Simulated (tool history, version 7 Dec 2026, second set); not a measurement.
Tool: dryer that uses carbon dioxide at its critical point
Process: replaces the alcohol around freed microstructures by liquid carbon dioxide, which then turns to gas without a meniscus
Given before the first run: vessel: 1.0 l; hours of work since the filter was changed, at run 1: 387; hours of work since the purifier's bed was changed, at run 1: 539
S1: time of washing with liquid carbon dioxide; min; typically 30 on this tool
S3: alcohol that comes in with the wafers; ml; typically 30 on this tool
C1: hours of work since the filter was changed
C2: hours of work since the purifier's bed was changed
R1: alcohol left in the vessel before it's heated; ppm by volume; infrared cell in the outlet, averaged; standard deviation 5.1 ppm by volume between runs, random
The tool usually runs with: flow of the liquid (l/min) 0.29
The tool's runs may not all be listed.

run 1 hour=0 | S1=30 flow_of_the_liquid_(l/min)=0.29 S3=30 | C1=387 C2=539 | R1=154
run 2 hour=31.3 | S1=30 flow_of_the_liquid_(l/min)=0.29 S3=30 | C1=401 C2=553 | R1=168
run 3 hour=51.9 | S1=30 flow_of_the_liquid_(l/min)=0.29 S3=30 | C1=410 C2=562 | R1=172
run 4 hour=74.3 | S1=30 flow_of_the_liquid_(l/min)=0.405 S3=30 | C1=420 C2=572 | R1=100
run 5 hour=105.7 | S1=30 flow_of_the_liquid_(l/min)=0.29 S3=30 | C1=434 C2=586 | R1=178
-- hour=128.1 inlet filter changed
run 6 hour=134.6 | S1=30 flow_of_the_liquid_(l/min)=0.29 S3=30 | C1=3 C2=599 | R1=141
run 7 hour=153.3 | S1=30 flow_of_the_liquid_(l/min)=0.29 S3=30 | C1=11 C2=607 | R1=130
run 8 hour=171.6 | S1=34 flow_of_the_liquid_(l/min)=0.29 S3=30 | C1=19 C2=615 | R1=120
run 9 hour=187.6 | S1=34 flow_of_the_liquid_(l/min)=0.29 S3=30 | C1=27 C2=623 | R1=114
run 10 hour=221.1 | S1=34 flow_of_the_liquid_(l/min)=0.29 S3=30 | C1=42 C2=638 | R1=116
run 11 hour=246.2 | S1=34 flow_of_the_liquid_(l/min)=0.29 S3=30 | C1=53 C2=649 | R1=113
run 12 hour=271.3 | S1=34 flow_of_the_liquid_(l/min)=0.29 S3=30 | C1=64 C2=660 | R1=112
run 13 hour=300.5 | S1=30 flow_of_the_liquid_(l/min)=0.29 S3=30 | C1=77 C2=673 | R1=152
run 14 hour=331.5 | S1=30 flow_of_the_liquid_(l/min)=0.29 S3=74 | C1=91 C2=687 | R1=224
run 15 hour=350.1 | S1=30 flow_of_the_liquid_(l/min)=0.29 S3=74 | C1=99 C2=695 | R1=234
run 16 hour=369.5 | S1=30 flow_of_the_liquid_(l/min)=0.29 S3=30 | C1=108 C2=704 | R1=164
run 17 hour=389.6 | S1=30 flow_of_the_liquid_(l/min)=0.29 S3=30 | C1=117 C2=713 | R1=156
run 18 hour=417.9 | S1=30 flow_of_the_liquid_(l/min)=0.194 S3=30 | C1=130 C2=726 | R1=508
run 19 hour=439.6 | S1=30 flow_of_the_liquid_(l/min)=0.29 S3=30 | C1=140 C2=736 | R1=168
run 20 hour=455.5 | S1=30 flow_of_the_liquid_(l/min)=0.29 S3=30 | C1=147 C2=743 | R1=161
run 21 hour=480.6 | S1=30 flow_of_the_liquid_(l/min)=0.29 S3=30 | C1=158 C2=754 | R1=169
run 22 hour=501.8 | S1=30 flow_of_the_liquid_(l/min)=0.29 S3=52 | C1=167 C2=763 | R1=220
run 23 hour=520.8 | S1=30 flow_of_the_liquid_(l/min)=0.29 S3=52 | C1=176 C2=772 | R1=217
run 24 hour=546.5 | S1=30 flow_of_the_liquid_(l/min)=0.185 S3=30 | C1=188 C2=784 | R1=625
run 25 hour=573.8 | S1=21 flow_of_the_liquid_(l/min)=0.265 S3=42 | C1=200 C2=796 | R1=917
run 26 hour=593 | S1=30 flow_of_the_liquid_(l/min)=0.202 S3=53 | C1=208 C2=804 | R1=774
run 27 hour=613 | S1=30 flow_of_the_liquid_(l/min)=0.202 S3=53 | C1=217 C2=813 | R1=782
run 28 hour=634.3 | S1=30 flow_of_the_liquid_(l/min)=0.298 S3=94 | C1=227 C2=823 | R1=287
run 29 hour=665.4 | S1=27 flow_of_the_liquid_(l/min)=0.191 S3=79 | C1=241 C2=837 | R1=2083
run 30 hour=688.6 | S1=41 flow_of_the_liquid_(l/min)=0.191 S3=60 | C1=251 C2=847 | R1=333
run 31 hour=705 | S1=22 flow_of_the_liquid_(l/min)=0.237 S3=64 | C1=259 C2=855 | R1=1703

Run 32 comes next. What will it give?
run 32 hour=730.3 | S1=40 flow_of_the_liquid_(l/min)=0.369 S3=26 | C1=270 C2=866 | R1=?

{"run 32": {"R1": 125}}
Were there no unlogged condition in the tool, this run, its random variation unchanged, would have produced R1 6 ppm by volume.
